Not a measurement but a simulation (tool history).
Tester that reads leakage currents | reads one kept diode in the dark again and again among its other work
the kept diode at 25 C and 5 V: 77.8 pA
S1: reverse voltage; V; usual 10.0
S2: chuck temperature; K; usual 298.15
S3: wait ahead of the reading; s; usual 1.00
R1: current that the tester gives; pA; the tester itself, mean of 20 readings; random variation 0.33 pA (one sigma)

run 1 hour=0.0 | S1=10.0 S2=298.15 S3=1.00 | R1=109.82
run 2 hour=157.3 | S1=10.0 S2=298.15 S3=1.00 | R1=110.64
run 3 hour=233.5 | S1=10.0 S2=298.15 S3=1.00 | R1=110.54
run 4 hour=322.3 | S1=10.0 S2=298.15 S3=0.44 | R1=115.35
-- hour=421.9 tester calibrated
run 5 hour=453.6 | S1=10.0 S2=298.15 S3=0.44 | R1=113.94
run 6 hour=612.0 | S1=10.0 S2=298.15 S3=1.00 | R1=110.43
run 7 hour=742.6 | S1=10.0 S2=298.15 S3=1.00 | R1=110.28
-- hour=765.1 chuck's temperature calibrated
run 8 hour=830.9 | S1=10.0 S2=298.15 S3=1.00 | R1=117.71
run 9 hour=901.8 | S1=10.0 S2=298.15 S3=1.00 | R1=118.08
-- hour=961.9 probe card cleaned and baked
run 10 hour=979.6 | S1=10.0 S2=298.15 S3=1.00 | R1=110.00
run 11 hour=1082.5 | S1=3.9 S2=298.15 S3=1.00 | R1=70.74
run 12 hour=1220.3 | S1=3.9 S2=298.15 S3=1.00 | R1=70.78
run 13 hour=1373.3 | S1=3.9 S2=298.15 S3=1.00 | R1=70.85
run 14 hour=1466.0 | S1=3.9 S2=298.15 S3=1.00 | R1=70.85
run 15 hour=1609.2 | S1=10.0 S2=298.15 S3=1.00 | R1=112.51
run 16 hour=1693.8 | S1=10.0 S2=298.15 S3=1.00 | R1=113.25
run 17 hour=1778.2 | S1=10.0 S2=298.15 S3=1.00 | R1=113.08
run 18 hour=1875.2 | S1=10.0 S2=298.15 S3=1.00 | R1=112.74
run 19 hour=2008.5 | S1=10.0 S2=298.15 S3=1.00 | R1=113.06
run 20 hour=2114.9 | S1=10.0 S2=298.15 S3=1.00 | R1=114.01
run 21 hour=2226.5 | S1=1.3 S2=298.15 S3=1.44 | R1=42.27
run 22 hour=2306.2 | S1=1.5 S2=316.15 S3=0.73 | R1=195.44
run 23 hour=2381.1 | S1=2.2 S2=298.15 S3=0.46 | R1=55.34
run 24 hour=2478.2 | S1=14.6 S2=299.15 S3=1.00 | R1=150.83
run 25 hour=2553.4 | S1=14.6 S2=299.15 S3=1.00 | R1=150.12
-- hour=2718.6 probe card cleaned and baked
run 26 hour=2724.8 | S1=7.3 S2=305.15 S3=9.14 | R1=163.36
run 27 hour=2858.8 | S1=7.3 S2=305.15 S3=9.14 | R1=164.16
run 28 hour=2975.0 | S1=7.3 S2=305.15 S3=9.14 | R1=164.09
run 29 hour=3080.5 | S1=17.3 S2=305.15 S3=9.14 | R1=244.98
run 30 hour=3229.9 | S1=3.0 S2=310.15 S3=1.00 | R1=163.11
run 31 hour=3353.3 | S1=9.9 S2=298.15 S3=1.00 | R1=108.15
run 32 hour=3512.4 | S1=2.0 S2=295.15 S3=1.00 | R1=38.91
run 33 hour=3618.8 | S1=10.8 S2=302.15 S3=2.06 | R1=155.51
-- hour=3740.0 tester calibrated
run 34 hour=3769.1 | S1=9.9 S2=324.15 S3=1.00 | R1=816.91
run 35 hour=3880.5 | S1=10.0 S2=298.15 S3=3.27 | R1=105.76
run 36 hour=4052.1 | S1=2.5 S2=294.15 S3=4.49 | R1=38.79
run 37 hour=4166.7 | S1=10.0 S2=332.15 S3=0.69 | R1=1456.65
-- hour=4230.0 chuck's temperature calibrated
run 38 hour=4267.2 | S1=10.0 S2=321.15 S3=0.80 | R1=704.33
run 39 hour=4427.2 | S1=1.1 S2=298.15 S3=1.00 | R1=40.30
-- hour=4478.0 probe card cleaned and baked
run 40 hour=4544.8 | S1=1.1 S2=309.15 S3=1.00 | R1=98.71

3 ways to go on from here, each from the tool as it stands after run 40. What would each give?
run A hour=4641.4 | S1=1.8 S2=300.15 S3=1.00 | R1=?
run B hour=4641.4 | S1=13.3 S2=317.15 S3=1.00 | R1=?
run C hour=4641.4 | S1=3.5 S2=316.15 S3=1.00 | R1=?

run=A R1=58.52
run=B R1=587.35
run=C R1=293.22
Without the tool's hidden state the same runs would have given:
run=A R1=58.49
run=B R1=587.09
run=C R1=293.35
